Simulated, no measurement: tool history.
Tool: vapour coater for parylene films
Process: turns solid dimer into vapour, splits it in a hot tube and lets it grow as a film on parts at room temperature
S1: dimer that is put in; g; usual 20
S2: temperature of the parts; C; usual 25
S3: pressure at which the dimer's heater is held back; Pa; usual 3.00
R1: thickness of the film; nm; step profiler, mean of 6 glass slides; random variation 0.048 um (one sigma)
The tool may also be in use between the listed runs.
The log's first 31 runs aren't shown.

{"run": 32, "day": 15.054, "S1": 24, "S2": 18, "S3": 4.11, "R1": 6670}
{"run": 33, "day": 15.404, "S1": 26, "S2": 19, "S3": 11.72, "R1": 5620}
{"run": 34, "day": 15.775, "S1": 34, "S2": 20, "S3": 11.19, "R1": 7280}
{"run": 35, "day": 16.342, "S1": 8, "S2": 25, "S3": 3.0, "R1": 2010}
{"run": 36, "day": 16.85, "S1": 8, "S2": 25, "S3": 3.0, "R1": 1980}
{"run": 37, "day": 17.208, "S1": 8, "S2": 27, "S3": 2.11, "R1": 2030}
{"run": 38, "day": 17.679, "S1": 8, "S2": 27, "S3": 2.11, "R1": 2090}
{"run": 39, "day": 18.342, "S1": 8, "S2": 27, "S3": 2.11, "R1": 2070}
{"run": 40, "day": 18.904, "S1": 12, "S2": 36, "S3": 3.3, "R1": 2220}
{"run": 41, "day": 19.483, "S1": 12, "S2": 26, "S3": 3.0, "R1": 2920}
{"run": 42, "day": 19.758, "S1": 12, "S2": 26, "S3": 10.15, "R1": 2220}
{"run": 43, "day": 20.1, "S1": 8, "S2": 23, "S3": 10.15, "R1": 1590}
{"run": 44, "day": 20.617, "S1": 27, "S2": 25, "S3": 4.23, "R1": 6140}
{"run": 45, "day": 21.254, "S1": 27, "S2": 25, "S3": 4.23, "R1": 6120}
{"run": 46, "day": 21.792, "S1": 27, "S2": 25, "S3": 4.23, "R1": 6170}
{"run": 47, "day": 22.458, "S1": 15, "S2": 18, "S3": 9.65, "R1": 3330}

4 ways to go on from here, each from the tool as it stands after run 47. What would each give?
{"run": "A", "day": 23.067, "S1": 15, "S2": 18, "S3": 4.09, "R1": "?"}
{"run": "B", "day": 23.067, "S1": 8, "S2": 18, "S3": 9.65, "R1": "?"}
{"run": "C", "day": 23.067, "S1": 11, "S2": 18, "S3": 9.65, "R1": "?"}
{"run": "D", "day": 23.067, "S1": 13, "S2": 27, "S3": 2.1, "R1": "?"}

run=A R1=4000
run=B R1=1810
run=C R1=2460
run=D R1=3260
Without the tool's hidden state the same runs would have given:
run=A R1=4500
run=B R1=2030
run=C R1=2770
run=D R1=3660
